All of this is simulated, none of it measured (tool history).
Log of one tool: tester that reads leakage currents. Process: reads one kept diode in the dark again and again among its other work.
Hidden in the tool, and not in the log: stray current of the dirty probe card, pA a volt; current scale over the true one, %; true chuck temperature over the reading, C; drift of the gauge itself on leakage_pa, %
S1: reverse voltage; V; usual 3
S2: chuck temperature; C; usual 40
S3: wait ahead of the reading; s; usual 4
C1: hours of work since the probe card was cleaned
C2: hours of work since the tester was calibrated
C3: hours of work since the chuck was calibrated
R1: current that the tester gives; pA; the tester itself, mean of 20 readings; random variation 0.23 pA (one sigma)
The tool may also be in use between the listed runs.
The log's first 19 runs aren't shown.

run    hour     S1  S2    S3    C1    C2    C3      R1
 20  2045.4      3  25     4  1367  2298  1573   26.89
 21  2191.5      3  40   6.9  1426  2356  1631    76.1
 22  2349.3      3  40   6.9  1489  2420  1695   76.02
 23    2498   2.08  58  5.49  1549  2479  1754  228.11
 24    2632   2.08  58  5.49  1603  2533  1808  228.13
 25  2712.2   2.08  37  2.94  1635  2565  1840   54.21
 26  2843.8      3  45     4  1687  2618  1893  108.01
 27  2993.5      3  45     4  1747  2678  1953  108.46
 28  3152.7   6.24  40   5.1  1811  2742  2017  101.54
 29  3293.1   6.24  40   5.1  1867  2798  2073  101.99
 30  3440.3   2.86  40     4  1926  2857  2132   75.72
 31  3599.4  15.56  26   5.9  1990  2921  2196   74.17
 32  3702.4  15.56  26   5.9  2032  2962  2237   74.82
 33  3858.9  16.69  54  6.51  2094  3025  2300  363.46
 34  4024.6  16.69  54  6.51  2161  3091  2366  364.88
 35  4117.1      3  55  4.75  2198  3128  2403  210.42
     4196.7  -- chuck's temperature calibrated
 36    4203      3  55  4.75  2231  3162     3  219.92
 37  4369.4   3.02  54  0.36  2298  3229    69  208.78
 38    4454      3  33     4  2332  3262   103   51.21
 39  4560.1  15.37  37     4  2374  3305   146  139.74

3 ways to go on from here, each from the tool as it stands after run 39. What would each give?
  A  4673     3  40  9.23  2420  3350  191   ?
  B  4673   9.7  37  0.37  2420  3350  191   ?
  C  4673  7.51  45  0.77  2420  3350  191   ?

run      R1
  A   82.17
  B   115.7
  C  163.83
Without the tool's hidden state the same runs would have given:
run      R1
  A   75.22
  B    91.3
  C  145.84
